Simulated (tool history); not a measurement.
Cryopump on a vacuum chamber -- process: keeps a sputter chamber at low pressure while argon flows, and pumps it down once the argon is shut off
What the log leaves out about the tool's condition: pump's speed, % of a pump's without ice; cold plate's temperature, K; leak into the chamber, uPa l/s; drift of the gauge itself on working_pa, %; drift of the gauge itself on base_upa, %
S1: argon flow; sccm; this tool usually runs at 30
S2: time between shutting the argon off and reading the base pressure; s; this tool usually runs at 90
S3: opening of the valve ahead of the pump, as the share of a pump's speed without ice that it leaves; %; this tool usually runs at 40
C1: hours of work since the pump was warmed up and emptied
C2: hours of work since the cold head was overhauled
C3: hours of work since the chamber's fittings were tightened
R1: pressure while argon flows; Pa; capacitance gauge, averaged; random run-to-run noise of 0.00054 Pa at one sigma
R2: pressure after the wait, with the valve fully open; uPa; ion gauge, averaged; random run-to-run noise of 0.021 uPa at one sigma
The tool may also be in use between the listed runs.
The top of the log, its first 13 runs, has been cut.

run,hour,S1,S2,S3,C1,C2,C3,R1,R2
14,866.2,30,90,40,91,2057,1806,0.0536,0.83
15,908.7,30,90,27,125,2091,1840,0.0786,0.85
16,971,30,90,27,175,2141,1890,0.0791,0.86
17,1039.2,30,90,27,230,2196,1945,0.0815,0.9
18,1104.6,30,90,27,283,2249,1998,0.0821,0.9
19,1163.3,15,61,51,331,2296,2046,0.0228,1.06
20,1238,15,61,51,391,2356,2106,0.023,1.16
21,1322.5,22,90,40,459,2425,2174,0.0432,1.06
22,1387.4,22,90,40,511,2477,2226,0.0442,1.04
23,1429.4,17,50,45,545,2511,2260,0.0315,1.37
24,1518.2,30,21,38,617,2582,2332,0.0658,2.16
# hour 1560.1: pump warmed up, emptied and cooled again
25,1595.4,45,20,47,28,2641,2390,0.0687,1.85
26,1675.9,45,20,47,93,2706,2455,0.0693,1.9
27,1746.5,45,20,47,150,2763,2512,0.071,1.94
28,1802.6,24,31,40,196,2808,2557,0.0453,1.55
29,1893.8,29,35,20,269,2881,2631,0.1044,1.54
30,1942.8,27,45,27,309,2921,2670,0.0742,1.36
31,1993.1,30,258,40,349,2961,2711,0.0571,0.94
32,2036.9,57,114,17,384,2997,2746,0.244,1.13
33,2118.4,57,114,17,450,3063,2812,0.2479,1.19
34,2156,14,183,19,481,3093,2842,0.055,1.09

Consider 4 possible next runs. They are alternatives, not a sequence: every one starts from the tool as it was left by run 34. What does each give?
A,2228,30,55,27,539,3151,2900,?,?
B,2228,24,118,22,539,3151,2900,?,?
C,2228,36,183,19,539,3151,2900,?,?
D,2228,14,61,53,539,3151,2900,?,?

run,R1,R2
A,0.0864,1.45
B,0.0831,1.25
C,0.1433,1.21
D,0.0224,1.46
Stripped of hidden state, with their random variation kept, the same runs would have yielded:
run,R1,R2
A,0.0773,0.56
B,0.0758,0.32
C,0.1324,0.27
D,0.0182,0.54
